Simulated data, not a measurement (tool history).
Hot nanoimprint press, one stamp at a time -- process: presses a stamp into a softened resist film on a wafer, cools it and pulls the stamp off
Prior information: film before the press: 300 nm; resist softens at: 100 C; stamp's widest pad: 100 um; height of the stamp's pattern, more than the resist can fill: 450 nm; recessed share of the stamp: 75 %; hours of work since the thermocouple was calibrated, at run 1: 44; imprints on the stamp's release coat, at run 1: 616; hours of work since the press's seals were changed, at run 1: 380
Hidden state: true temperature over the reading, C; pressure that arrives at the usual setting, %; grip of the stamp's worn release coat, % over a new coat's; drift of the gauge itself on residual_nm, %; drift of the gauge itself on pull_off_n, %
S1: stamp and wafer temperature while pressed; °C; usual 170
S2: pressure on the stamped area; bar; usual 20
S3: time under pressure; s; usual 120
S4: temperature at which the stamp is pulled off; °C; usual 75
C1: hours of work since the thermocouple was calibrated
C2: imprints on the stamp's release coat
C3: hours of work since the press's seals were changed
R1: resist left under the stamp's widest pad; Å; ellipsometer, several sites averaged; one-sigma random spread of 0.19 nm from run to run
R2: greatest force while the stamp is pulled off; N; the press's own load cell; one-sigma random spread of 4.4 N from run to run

run	hour	S1	S2	S3	S4	C1	C2	C3	R1	R2
1	0	170	20	120	75	44	616	380	1082	242
2	53.8	170	20	120	75	78	819	414	1082	250
3	119.6	170	20	120	66	120	1067	456	1080	340
4	166.4	170	20	161	66	150	1244	486	959	331
# hour 222.1: stamp cleaned and given a new release coat
5	235	170	20	120	75	190	49	526	1077	212
6	289	163	20	120	75	224	253	560	1464	222
# hour 326.7: press's hydraulic seals changed and the load cell set to zero
7	356.5	179	20	120	75	262	477	19	719	227
8	409.4	164	20	120	75	296	677	53	1368	246
9	461.4	164	20	120	75	329	874	86	1367	260
10	504.2	164	20	120	75	356	1036	113	1364	262
11	539.9	164	20	120	75	379	1170	136	1367	264
12	576.2	164	20	120	75	402	1308	159	1362	272
# hour 614.1: stamp cleaned and given a new release coat
13	640	164	20	117	75	439	98	196	1375	209
14	694.1	164	20	117	75	473	303	230	1369	225
# hour 722.2: plate thermocouple calibrated
15	769.5	164	20	117	75	30	576	276	1347	229
16	817.6	161	21.9	194	75	61	758	307	1227	251
17	876.7	170	12.4	120	75	98	981	345	1301	252
# hour 895.1: plate thermocouple calibrated, once more
18	924.2	170	12.4	120	75	19	1149	373	1360	271
19	991	162	12.4	110	74	61	1401	415	1899	294
# hour 1002.5: stamp cleaned and given a new release coat
20	1047.6	162	12.4	110	74	93	171	448	1893	224
21	1110.4	170	20	196	75	133	408	488	886	232
22	1165.5	179	25.6	63	75	168	616	523	847	245
23	1219.5	179	25.6	63	75	203	820	557	847	248
# hour 1259.5: press's hydraulic seals changed and the load cell set to zero
24	1286.1	166	20	120	70	240	1042	17	1242	294
25	1351.5	170	20	120	63	282	1289	59	1041	354
26	1383.4	168	24.3	120	75	302	1409	79	1030	278
# hour 1393.7: stamp cleaned and given a new release coat
27	1456.9	168	13.5	120	75	345	239	122	1377	217
28	1507.7	170	12.6	120	65	377	431	154	1308	291
29	1538.8	160	16.9	98	60	397	549	174	1834	330

Each run again, without the hidden state but with its own random variation kept:
run	R1	R2
1	1064	213
2	1065	212
3	1064	275
4	945	260
5	1063	211
6	1450	212
7	728	207
8	1387	216
9	1387	220
10	1386	215
11	1390	212
12	1386	213
13	1401	208
14	1396	215
15	1395	209
16	1276	221
17	1351	213
18	1353	216
19	1895	225
20	1892	217
21	879	215
22	834	218
23	835	212
24	1268	241
25	1063	277
26	1053	215
27	1409	210
28	1340	269
29	1877	299
